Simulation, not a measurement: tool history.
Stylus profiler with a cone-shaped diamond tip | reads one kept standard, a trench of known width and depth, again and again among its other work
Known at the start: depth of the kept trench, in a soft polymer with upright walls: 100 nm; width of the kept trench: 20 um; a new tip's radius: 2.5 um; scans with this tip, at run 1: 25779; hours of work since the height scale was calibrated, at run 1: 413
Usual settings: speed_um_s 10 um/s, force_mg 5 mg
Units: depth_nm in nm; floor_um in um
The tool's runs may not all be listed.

run,hour,speed_um_s,force_mg,scans with this tip,hours of work since the height scale was calibrated,depth_nm,floor_um
1,0,10,5,25779,413,101.86,17.72
2,122,10,5,26405,465,101.79,17.69
3,226.2,10,5,26939,510,101.75,17.67
4,333.4,10,5,27489,556,101.83,17.68
5,392.3,10,5,27791,581,101.8,17.66
6,510.2,10,5,28396,631,101.78,17.6
7,609.6,10,5,28906,674,101.81,17.6
8,704.7,10,5,29394,715,101.77,17.62
9,806.9,10,5,29918,759,101.75,17.57
10,900.9,10,2.11,30400,799,100.82,17.57
11,960.2,10,2.11,30705,824,100.84,17.57
12,1058.4,10,2.11,31208,866,100.83,17.56
13,1157.8,10,2.11,31718,909,100.82,17.5
14,1255.1,26,5,32218,951,101.67,17.5
15,1314.1,26,5,32520,976,101.68,17.45
16,1375.3,26,5,32834,1002,101.64,17.41
17,1451.2,26,5,33223,1035,101.64,17.4
# hour 1513.4: new tip fitted, height scale calibrated
18,1544.9,26,5,162,13,101.91,18.5
19,1663.5,26,5,770,64,101.87,18.45
20,1787.8,11,5,1408,118,101.89,18.52
21,1859.6,10,5,1776,148,101.91,18.51
22,1976.2,3,5,2375,198,101.82,18.51
23,2078.1,3,5,2897,242,101.85,18.51
24,2187.7,14,11.36,3459,289,103.21,18.5
25,2301.1,14,11.36,4041,337,103.22,18.41
26,2412.2,10,4.12,4611,385,101.57,18.38
27,2525.3,15,4.93,5191,434,101.76,18.36
28,2662.8,10,9.13,5897,492,102.68,18.33
29,2721.9,10,9.13,6200,518,102.74,18.39
30,2778.2,10,3.9,6488,542,101.38,18.33
31,2845,39,3.25,6831,570,101.19,18.12
# hour 2856.3: height scale calibrated on a step standard
32,2942.5,39,3.25,7329,37,101.14,18.12
33,2999.2,25,1.85,7620,61,100.64,18.17
34,3093.9,26,2.79,8106,102,100.96,18.13
35,3196.9,26,2.79,8634,146,100.94,18.18
36,3295,26,2.79,9137,188,100.97,18.1
37,3354.6,5,3.36,9443,213,101.16,18.26
# hour 3391.8: height scale calibrated on a step standard, once more
38,3446.8,24,11.19,9913,24,103.36,18.23
39,3536,10,1.79,10371,62,100.98,18.16
40,3635.4,30,10.45,10881,104,103.16,18.14
41,3757,3,10.93,11504,156,103.24,18.2
42,3844.3,4,3.38,11952,194,101.41,18.15
43,3940.1,4,3.38,12444,235,101.47,18.15
44,4030.2,3,2.25,12906,273,101.06,18.15
45,4120.2,3,2.25,13368,312,101.03,18.14

Forecast each of these 5 alternatives for the next run:
A,4253.2,3,2.01,14050,369,?,?
B,4253.2,5,1.7,14050,369,?,?
C,4253.2,28,5,14050,369,?,?
D,4253.2,39,5.96,14050,369,?,?
E,4253.2,3,6.16,14050,369,?,?

run,depth_nm,floor_um
A,100.85,18.09
B,100.78,18.06
C,101.84,18.09
D,102.04,17.98
E,102.09,18.1
Without the tool's hidden state the same runs would have given:
run,depth_nm,floor_um
A,101,18.56
B,100.93,18.53
C,101.99,18.56
D,102.19,18.45
E,102.25,18.57

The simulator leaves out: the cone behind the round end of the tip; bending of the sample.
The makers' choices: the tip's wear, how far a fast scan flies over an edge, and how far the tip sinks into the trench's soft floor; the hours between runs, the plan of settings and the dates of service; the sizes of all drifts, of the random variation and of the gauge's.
